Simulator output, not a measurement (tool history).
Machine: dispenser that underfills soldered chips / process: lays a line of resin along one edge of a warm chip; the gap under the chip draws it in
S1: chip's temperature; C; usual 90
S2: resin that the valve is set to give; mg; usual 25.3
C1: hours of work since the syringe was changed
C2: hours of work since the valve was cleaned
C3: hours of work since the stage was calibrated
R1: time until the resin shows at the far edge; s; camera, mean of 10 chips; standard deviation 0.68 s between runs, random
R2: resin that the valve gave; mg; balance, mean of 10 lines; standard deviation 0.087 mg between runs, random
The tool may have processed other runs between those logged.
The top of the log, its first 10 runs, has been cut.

Run 11, hour 73.9: usual settings but S2 29.8 mg; C1 4; C2 5; C3 269. Result: R1 93.9 s, R2 29.71 mg.
At hour 77.7: new syringe of resin.
Run 12, hour 82.9: usual settings but S2 22.2 mg; C1 3; C2 10; C3 274. Result: R1 85.6 s, R2 22 mg.
At hour 89.1: new syringe of resin.
Run 13, hour 91.1: usual settings but S2 22.2 mg; C1 1; C2 15; C3 279. Result: R1 73.6 s, R2 22.27 mg.
Run 14, hour 97.2: usual settings but S2 31.9 mg; C1 5; C2 19; C3 283. Result: R1 98.1 s, R2 31.71 mg.
At hour 100.3: new syringe of resin.
Run 15, hour 105.2: usual settings but S1 102 C, S2 31.9 mg; C1 3; C2 24; C3 288. Result: R1 49.4 s, R2 31.85 mg.
Run 16, hour 109.6: usual settings but S1 102 C, S2 31.9 mg; C1 6; C2 27; C3 291. Result: R1 63.3 s, R2 31.65 mg.
At hour 111.2: new syringe of resin.
Run 17, hour 116.3: usual settings but S1 102 C, S2 25.6 mg; C1 3; C2 31; C3 295. Result: R1 49.2 s, R2 25.4 mg.
At hour 122.4: new syringe of resin.
Run 18, hour 126.8: usual settings but S1 83 C, S2 22.4 mg; C1 3; C2 37; C3 301. Result: R1 116.3 s, R2 22.16 mg.
Run 19, hour 132.5: usual settings but S1 83 C, S2 22.4 mg; C1 6; C2 40; C3 304. Result: R1 160.5 s, R2 22.25 mg.
At hour 133.4: new syringe of resin.
Run 20, hour 139.3: usual settings but S1 83 C, S2 22.3 mg; C1 4; C2 44; C3 308. Result: R1 127 s, R2 22.09 mg.

Forecast run 21:
At hour 144.7: new syringe of resin.
Run 21, hour 147.8: usual settings but S1 79 C, S2 22.2 mg; C1 2; C2 49; C3 313. Result: R1 ?, R2 ?.

Run 21 gave R1 133.1 s, R2 21.84 mg.
Take away the tool's hidden state, keep the run-to-run variation as it was, and the same run would have given R1 107.3 s, R2 22.16 mg.

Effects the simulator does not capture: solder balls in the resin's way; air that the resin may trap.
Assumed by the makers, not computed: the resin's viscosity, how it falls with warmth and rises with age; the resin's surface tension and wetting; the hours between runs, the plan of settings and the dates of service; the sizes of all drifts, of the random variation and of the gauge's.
